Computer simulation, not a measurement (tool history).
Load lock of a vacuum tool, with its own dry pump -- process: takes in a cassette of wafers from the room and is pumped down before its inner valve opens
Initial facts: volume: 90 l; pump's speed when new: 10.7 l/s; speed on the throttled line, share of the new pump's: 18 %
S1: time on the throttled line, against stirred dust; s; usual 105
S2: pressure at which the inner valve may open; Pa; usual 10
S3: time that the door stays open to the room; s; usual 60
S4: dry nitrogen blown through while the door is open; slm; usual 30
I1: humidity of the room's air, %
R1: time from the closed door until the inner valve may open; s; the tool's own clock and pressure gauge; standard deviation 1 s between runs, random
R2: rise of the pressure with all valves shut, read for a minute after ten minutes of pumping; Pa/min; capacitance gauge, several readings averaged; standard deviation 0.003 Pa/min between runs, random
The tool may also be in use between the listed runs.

Run 1, day 0.000: usual settings; I1 42.0. Result: R1 188.5 s, R2 0.024 Pa/min.
Run 2, day 3.838: usual settings but S1 68 s; I1 43.9. Result: R1 160.7 s, R2 0.028 Pa/min.
Run 3, day 7.554: usual settings but S1 68 s; I1 42.9. Result: R1 158.8 s, R2 0.028 Pa/min.
Run 4, day 9.854: usual settings but S1 68 s; I1 44.2. Result: R1 162.2 s, R2 0.025 Pa/min.
Run 5, day 12.833: usual settings but S1 68 s; I1 46.5. Result: R1 162.7 s, R2 0.032 Pa/min.
Run 6, day 14.996: usual settings but S1 68 s; I1 47.4. Result: R1 160.2 s, R2 0.036 Pa/min.
At day 16.488: dry pump taken out, an overhauled one fitted.
Run 7, day 19.238: usual settings; I1 45.8. Result: R1 164.0 s, R2 0.034 Pa/min.
Run 8, day 22.067: usual settings; I1 45.2. Result: R1 166.3 s, R2 0.027 Pa/min.
Run 9, day 25.825: usual settings; I1 49.4. Result: R1 165.8 s, R2 0.026 Pa/min.
Run 10, day 27.975: usual settings but S4 11 slm; I1 46.3. Result: R1 164.1 s, R2 0.040 Pa/min.
Run 11, day 29.842: usual settings but S4 11 slm; I1 41.9. Result: R1 164.3 s, R2 0.042 Pa/min.
Run 12, day 33.321: usual settings but S4 11 slm; I1 45.2. Result: R1 165.2 s, R2 0.044 Pa/min.
Run 13, day 35.842: usual settings but S4 39 slm; I1 42.9. Result: R1 165.5 s, R2 0.026 Pa/min.
Run 14, day 40.079: usual settings but S4 39 slm; I1 43.9. Result: R1 165.3 s, R2 0.032 Pa/min.
Run 15, day 43.554: usual settings but S4 39 slm; I1 47.9. Result: R1 164.3 s, R2 0.038 Pa/min.
Run 16, day 45.812: usual settings but S2 20 Pa, S4 39 slm; I1 47.2. Result: R1 158.9 s, R2 0.032 Pa/min.
Run 17, day 48.812: usual settings but S2 20 Pa, S4 11 slm; I1 43.8. Result: R1 160.2 s, R2 0.043 Pa/min.
Run 18, day 52.558: usual settings but S2 20 Pa, S3 72 s, S4 11 slm; I1 42.5. Result: R1 158.7 s, R2 0.038 Pa/min.
Run 19, day 55.575: usual settings but S1 193 s, S3 168 s, S4 5 slm; I1 43.9. Result: R1 237.9 s, R2 0.069 Pa/min.
Run 20, day 59.254: usual settings but S2 7 Pa; I1 47.4. Result: R1 170.2 s, R2 0.036 Pa/min.
Run 21, day 63.125: usual settings but S2 7 Pa; I1 44.6. Result: R1 168.1 s, R2 0.039 Pa/min.
Run 22, day 66.829: usual settings but S3 62 s; I1 43.6. Result: R1 165.1 s, R2 0.040 Pa/min.
Run 23, day 68.933: usual settings but S1 153 s, S2 18 Pa, S3 51 s, S4 11 slm; I1 46.9. Result: R1 199.2 s, R2 0.047 Pa/min.
Run 24, day 72.583: usual settings but S3 52 s, S4 5 slm; I1 43.6. Result: R1 165.3 s, R2 0.049 Pa/min.
Run 25, day 76.204: usual settings but S1 56 s, S3 52 s, S4 12 slm; I1 42.6. Result: R1 126.6 s, R2 0.040 Pa/min.
Run 26, day 80.067: usual settings but S1 84 s, S2 18 Pa, S3 93 s, S4 12 slm; I1 37.9. Result: R1 143.6 s, R2 0.050 Pa/min.
Run 27, day 83.642: usual settings but S1 83 s, S3 26 s; I1 46.4. Result: R1 149.4 s, R2 0.034 Pa/min.
Run 28, day 85.479: usual settings but S1 135 s, S2 20 Pa; I1 45.6. Result: R1 186.5 s, R2 0.043 Pa/min.
Run 29, day 89.271: usual settings but S1 135 s, S2 20 Pa; I1 44.6. Result: R1 186.3 s, R2 0.041 Pa/min.
Run 30, day 92.317: usual settings but S1 115 s, S2 13 Pa, S3 229 s; I1 47.3. Result: R1 173.9 s, R2 0.058 Pa/min.
Run 31, day 96.525: usual settings but S1 144 s, S2 13 Pa; I1 45.0. Result: R1 198.0 s, R2 0.043 Pa/min.
Run 32, day 100.467: usual settings but S1 144 s, S2 13 Pa; I1 40.9. Result: R1 196.3 s, R2 0.050 Pa/min.
Run 33, day 102.717: usual settings but S1 67 s, S4 19 slm; I1 47.2. Result: R1 137.2 s, R2 0.044 Pa/min.
Run 34, day 106.075: usual settings but S1 67 s, S3 86 s, S4 20 slm; I1 39.7. Result: R1 137.8 s, R2 0.050 Pa/min.
Run 35, day 109.121: usual settings but S2 8 Pa; I1 46.0. Result: R1 171.5 s, R2 0.052 Pa/min.
Run 36, day 113.208: usual settings but S2 8 Pa, S4 25 slm; I1 48.7. Result: R1 168.7 s, R2 0.052 Pa/min.

Forecast each of these 3 alternatives for the next run:
Run A, day 117.588: usual settings but S2 13 Pa, S3 44 s, S4 11 slm; I1 43.1. Result: R1 ?, R2 ?.
Run B, day 117.588: usual settings but S1 182 s, S2 7 Pa, S4 5 slm; I1 44.8. Result: R1 ?, R2 ?.
Run C, day 117.588: usual settings but S1 204 s, S2 9 Pa, S4 5 slm; I1 48.4. Result: R1 ?, R2 ?.

run     R1     R2
  A  166.6  0.049
  B  233.2  0.053
  C  249.9  0.059
Without the tool's unlogged condition, the same runs would have read:
run     R1     R2
  A  162.5  0.020
  B  229.5  0.024
  C  246.8  0.031

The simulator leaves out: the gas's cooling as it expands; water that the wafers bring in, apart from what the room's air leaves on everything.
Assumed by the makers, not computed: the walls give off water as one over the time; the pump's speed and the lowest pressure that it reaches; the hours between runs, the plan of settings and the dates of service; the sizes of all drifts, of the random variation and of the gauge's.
